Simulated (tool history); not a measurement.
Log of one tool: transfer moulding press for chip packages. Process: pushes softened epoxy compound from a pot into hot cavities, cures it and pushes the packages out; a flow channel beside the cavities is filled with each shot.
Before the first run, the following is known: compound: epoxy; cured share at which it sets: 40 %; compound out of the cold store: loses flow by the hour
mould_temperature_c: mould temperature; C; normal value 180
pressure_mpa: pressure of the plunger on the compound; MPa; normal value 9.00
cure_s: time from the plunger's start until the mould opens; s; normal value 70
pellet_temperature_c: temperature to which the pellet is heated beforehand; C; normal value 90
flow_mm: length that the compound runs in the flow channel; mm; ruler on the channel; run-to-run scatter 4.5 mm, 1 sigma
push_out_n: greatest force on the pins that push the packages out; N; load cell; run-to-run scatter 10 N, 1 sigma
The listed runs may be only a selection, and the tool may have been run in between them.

run   hour  mould_temperature_c  pressure_mpa  cure_s  pellet_temperature_c  incoming compound's hours out of the cold store  flow_mm  push_out_n
  1    0.0                  180          9.00      70                    90                                             31.2      888         580
  2   28.0                  180          9.00      70                    81                                             46.7      824         695
      41.4  -- cavities cleaned with cleaning compound and waxed
  3   57.3                  180          9.00      70                    90                                             15.6      951         868
  4   76.6                  180          9.00      91                    90                                             15.3      944         621
      89.9  -- cavities cleaned with cleaning compound and waxed
     103.6  -- plunger's sealing rings changed
  5  103.6                  180          9.00      70                    90                                             31.1      913         605
  6  118.5                  180          9.00      70                    90                                             31.6      907         692
     140.7  -- cavities cleaned with cleaning compound and waxed
  7  153.9                  180          9.00      70                    90                                             14.7      975         680
     163.0  -- cavities cleaned with cleaning compound and waxed, once more
  8  181.5                  180          9.00      70                    90                                             45.3      844         602
  9  197.0                  180          9.00      70                    90                                             28.0      915         760
     210.6  -- cavities cleaned with cleaning compound and waxed
 10  230.3                  180          8.27      70                    90                                             15.9      924         713
     236.3  -- mould's thermocouples calibrated
     258.8  -- cavities cleaned with cleaning compound and waxed
 11  267.6                  180          9.00      70                    90                                             42.0      836         512
 12  285.4                  180          9.00      70                    90                                             38.5      852         611
     304.9  -- cavities cleaned with cleaning compound and waxed
 13  317.5                  180          9.00      70                    90                                             13.3      952         567
 14  341.8                  180          9.00      70                    90                                             13.5      960         704
     351.4  -- cavities cleaned with cleaning compound and waxed
 15  369.3                  183          9.00      70                    90                                             15.6      921         507
     377.0  -- plunger's sealing rings changed
 16  390.1                  183          9.00      70                    90                                             44.3      838         584
     402.1  -- cavities cleaned with cleaning compound and waxed
 17  419.7                  183          9.00      70                    90                                             34.4      869         500
     449.9  -- cavities cleaned with cleaning compound and waxed
 18  453.6                  174          9.00      70                    96                                             18.9      974         833
 19  470.5                  181          9.00      70                    88                                             37.2      868         568
     496.7  -- cavities cleaned with cleaning compound and waxed
 20  497.7                  173          9.00      73                    90                                             30.0      924         726
 21  521.0                  173          9.00      73                    90                                             43.9      855         854
     544.7  -- cavities cleaned with cleaning compound and waxed
 22  547.3                  181          7.47      73                    90                                             14.5      871         452
 23  581.2                  180          9.00      70                    82                                             31.9      874         687
     591.9  -- cavities cleaned with cleaning compound and waxed
 24  611.3                  180          8.35     109                    90                                             13.9      918         435
 25  627.0                  178          7.28      86                    83                                             44.7      744         542
     639.4  -- cavities cleaned with cleaning compound and waxed
     648.0  -- plunger's sealing rings changed
 26  660.4                  180         10.68      70                    90                                             26.2     1008         597

4 options for the next run, each taken on its own from the tool as it stands now. Forecast them:
  A  686.2                  180          8.36     105                    90                                             42.2        ?           ?
  B  686.2                  180         10.68      94                   100                                             37.4        ?           ?
  C  686.2                  178          9.00      70                    90                                             30.6        ?           ?
  D  686.2                  178         10.68      70                    99                                             15.9        ?           ?

run  flow_mm  push_out_n
  A      833         542
  B      955         537
  C      909         810
  D     1069         775
Take away the tool's hidden state, keep each run's random variation, and the runs would have read:
run  flow_mm  push_out_n
  A      836         377
  B      958         370
  C      911         539
  D     1072         512
